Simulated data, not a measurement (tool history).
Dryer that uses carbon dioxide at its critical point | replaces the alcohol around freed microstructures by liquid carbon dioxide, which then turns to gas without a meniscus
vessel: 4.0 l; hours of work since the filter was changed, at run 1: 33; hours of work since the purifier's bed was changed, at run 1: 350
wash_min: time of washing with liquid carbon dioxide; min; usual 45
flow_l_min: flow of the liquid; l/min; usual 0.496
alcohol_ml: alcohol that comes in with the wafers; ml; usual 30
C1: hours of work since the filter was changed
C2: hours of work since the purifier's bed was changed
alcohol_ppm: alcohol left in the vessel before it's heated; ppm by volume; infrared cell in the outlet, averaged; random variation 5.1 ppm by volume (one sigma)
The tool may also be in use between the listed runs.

Run 1, hour 0.0: usual settings; C1 33; C2 350. Result: alcohol_ppm 154 ppm by volume.
Run 2, hour 36.4: usual settings; C1 61; C2 378. Result: alcohol_ppm 178 ppm by volume.
Run 3, hour 58.4: usual settings; C1 78; C2 395. Result: alcohol_ppm 180 ppm by volume.
Run 4, hour 84.9: usual settings; C1 99; C2 416. Result: alcohol_ppm 195 ppm by volume.
Run 5, hour 114.4: usual settings; C1 121; C2 439. Result: alcohol_ppm 212 ppm by volume.
Run 6, hour 145.2: usual settings but wash_min 71 min; C1 145; C2 463. Result: alcohol_ppm 119 ppm by volume.
At hour 168.9: inlet filter changed.
Run 7, hour 173.3: usual settings but wash_min 71 min; C1 3; C2 484. Result: alcohol_ppm 113 ppm by volume.
Run 8, hour 202.6: usual settings but alcohol_ml 86 ml; C1 26; C2 507. Result: alcohol_ppm 329 ppm by volume.
Run 9, hour 233.1: usual settings; C1 50; C2 530. Result: alcohol_ppm 191 ppm by volume.
Run 10, hour 250.2: usual settings but flow_l_min 0.361 l/min, alcohol_ml 21 ml; C1 63; C2 543. Result: alcohol_ppm 331 ppm by volume.
Run 11, hour 269.6: usual settings but flow_l_min 0.361 l/min, alcohol_ml 21 ml; C1 78; C2 559. Result: alcohol_ppm 351 ppm by volume.
Run 12, hour 287.3: usual settings but wash_min 55 min, flow_l_min 0.361 l/min, alcohol_ml 70 ml; C1 92; C2 572. Result: alcohol_ppm 517 ppm by volume.
Run 13, hour 303.5: usual settings but wash_min 55 min, flow_l_min 0.361 l/min, alcohol_ml 70 ml; C1 105; C2 585. Result: alcohol_ppm 556 ppm by volume.
Run 14, hour 339.5: usual settings but wash_min 53 min, flow_l_min 0.815 l/min, alcohol_ml 46 ml; C1 133; C2 613. Result: alcohol_ppm 139 ppm by volume.
Run 15, hour 356.7: usual settings but wash_min 53 min, flow_l_min 0.629 l/min, alcohol_ml 39 ml; C1 146; C2 626. Result: alcohol_ppm 150 ppm by volume.
At hour 377.7: inlet filter changed.
Run 16, hour 392.6: usual settings but wash_min 27 min, flow_l_min 0.590 l/min, alcohol_ml 39 ml; C1 12; C2 653. Result: alcohol_ppm 442 ppm by volume.
Run 17, hour 422.4: usual settings but wash_min 27 min, flow_l_min 0.590 l/min, alcohol_ml 39 ml; C1 35; C2 677. Result: alcohol_ppm 501 ppm by volume.
Run 18, hour 439.9: usual settings but wash_min 48 min, alcohol_ml 25 ml; C1 48; C2 690. Result: alcohol_ppm 189 ppm by volume.

Forecast each of these 5 alternatives for the next run:
Run A, hour 456.9: usual settings but wash_min 70 min, alcohol_ml 25 ml; C1 62; C2 703. Result: alcohol_ppm ?.
Run B, hour 456.9: usual settings but wash_min 46 min, alcohol_ml 25 ml; C1 62; C2 703. Result: alcohol_ppm ?.
Run C, hour 456.9: usual settings but wash_min 31 min, flow_l_min 0.759 l/min, alcohol_ml 21 ml; C1 62; C2 703. Result: alcohol_ppm ?.
Run D, hour 456.9: usual settings but alcohol_ml 22 ml; C1 62; C2 703. Result: alcohol_ppm ?.
Run E, hour 456.9: usual settings but wash_min 59 min, flow_l_min 0.548 l/min, alcohol_ml 44 ml; C1 62; C2 703. Result: alcohol_ppm ?.

run  alcohol_ppm
  A          157
  B          214
  C          198
  D          214
  E          177
Without the tool's hidden state the same runs would have given:
run  alcohol_ppm
  A            6
  B           52
  C           37
  D           49
  E           24
